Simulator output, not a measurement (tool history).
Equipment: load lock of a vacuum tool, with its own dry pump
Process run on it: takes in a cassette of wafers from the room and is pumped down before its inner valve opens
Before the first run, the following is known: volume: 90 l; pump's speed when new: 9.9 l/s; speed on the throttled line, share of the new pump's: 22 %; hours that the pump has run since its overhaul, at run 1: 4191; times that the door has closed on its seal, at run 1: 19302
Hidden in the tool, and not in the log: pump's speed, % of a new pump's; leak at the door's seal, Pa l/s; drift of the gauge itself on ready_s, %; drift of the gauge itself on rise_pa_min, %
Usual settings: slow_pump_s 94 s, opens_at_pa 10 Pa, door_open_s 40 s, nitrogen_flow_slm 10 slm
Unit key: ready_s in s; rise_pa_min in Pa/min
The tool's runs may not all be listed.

run	day	slow_pump_s	opens_at_pa	door_open_s	nitrogen_flow_slm	hours that the pump has run since its overhaul	times that the door has closed on its seal	incoming humidity of the room's air, %	ready_s	rise_pa_min
1	0.000	94	10	40	10	4191	19302	46.5	164.5	0.092
2	6.254	94	10	40	35	4341	20046	43.2	163.0	0.077
3	11.188	94	10	40	35	4460	20633	46.3	164.0	0.087
4	15.788	94	10	40	35	4570	21180	44.3	166.9	0.090
5	23.671	94	10	40	5	4759	22118	44.8	163.6	0.102
6	29.354	94	10	40	5	4896	22794	45.8	165.1	0.103
7	33.217	94	10	40	5	4989	23254	43.4	162.9	0.109
8	41.208	94	10	40	5	5180	24205	48.2	165.8	0.117
9	49.933	94	10	40	5	5390	25243	45.1	166.8	0.122
10	55.429	94	10	40	5	5522	25897	45.9	166.1	0.129
11	62.662	94	10	40	5	5695	26758	46.2	166.8	0.131
12	66.912	94	10	40	5	5797	27263	47.6	166.4	0.140
13	72.488	137	10	40	5	5931	27926	42.0	196.4	0.136
14	81.029	137	10	40	5	6136	28943	42.9	197.4	0.141
15	88.962	109	10	40	10	6326	29887	44.2	178.6	0.149
16	93.742	109	10	40	10	6441	30455	46.3	179.6	0.160
17	97.992	109	10	40	10	6543	30961	42.0	178.2	0.154
18	106.400	52	10	40	10	6745	31962	45.1	137.3	0.172
19	110.225	52	10	40	10	6837	32417	46.4	137.1	0.169
20	116.042	52	16	109	10	6976	33109	46.8	133.0	0.189
21	121.508	94	7	40	10	7108	33759	43.5	171.2	0.181
22	129.904	94	7	40	10	7309	34758	45.8	173.7	0.185
23	138.133	103	7	74	5	7507	35737	49.7	182.2	0.212
24	144.725	103	7	74	5	7665	36521	47.2	180.1	0.212
25	150.121	103	19	74	12	7794	37164	41.5	168.8	0.216
26	154.404	103	12	222	7	7897	37673	43.1	175.8	0.245
27	160.021	94	10	40	23	8032	38341	47.4	170.4	0.214
28	166.217	115	10	40	10	8181	39079	45.7	185.9	0.221
29	172.721	115	10	40	10	8337	39852	44.9	186.3	0.221
30	179.208	131	9	194	13	8492	40624	42.7	200.2	0.255
31	185.771	54	10	40	5	8650	41405	44.8	141.2	0.245
32	194.004	54	10	40	5	8847	42385	46.9	142.2	0.258
33	199.629	94	19	40	10	8982	43054	46.6	165.2	0.261
34	206.888	85	10	236	33	9157	43917	46.1	165.9	0.283
35	211.350	85	10	236	33	9264	44448	45.1	165.8	0.291
36	217.333	85	10	37	33	9407	45160	43.1	167.1	0.266
37	225.946	85	19	230	7	9614	46185	46.0	159.6	0.322

For some of the steps in ready_s from one run to the next: how much would appear even if the tool had no hidden state, given the settings, what came in and random variation, and how much remains for the hidden state plus any gauge scatter that the measured result and the result without hidden state don't share?
Run 17 -> 18: slow_pump_s 109 -> 52. ready_s -40.9 s: hidden state +2.7, all else -43.6.
Run 20 -> 21: slow_pump_s 52 -> 94, opens_at_pa 16 -> 7, door_open_s 109 -> 40. ready_s +38.2 s: hidden state +0.0, all else +38.2.
Run 30 -> 31: slow_pump_s 131 -> 54, opens_at_pa 9 -> 10, door_open_s 194 -> 40, nitrogen_flow_slm 13 -> 5. ready_s -59.0 s: hidden state +3.4, all else -62.4.
Run 32 -> 33: slow_pump_s 54 -> 94, opens_at_pa 10 -> 19, nitrogen_flow_slm 5 -> 10. ready_s +23.0 s: hidden state -3.0, all else +26.0.
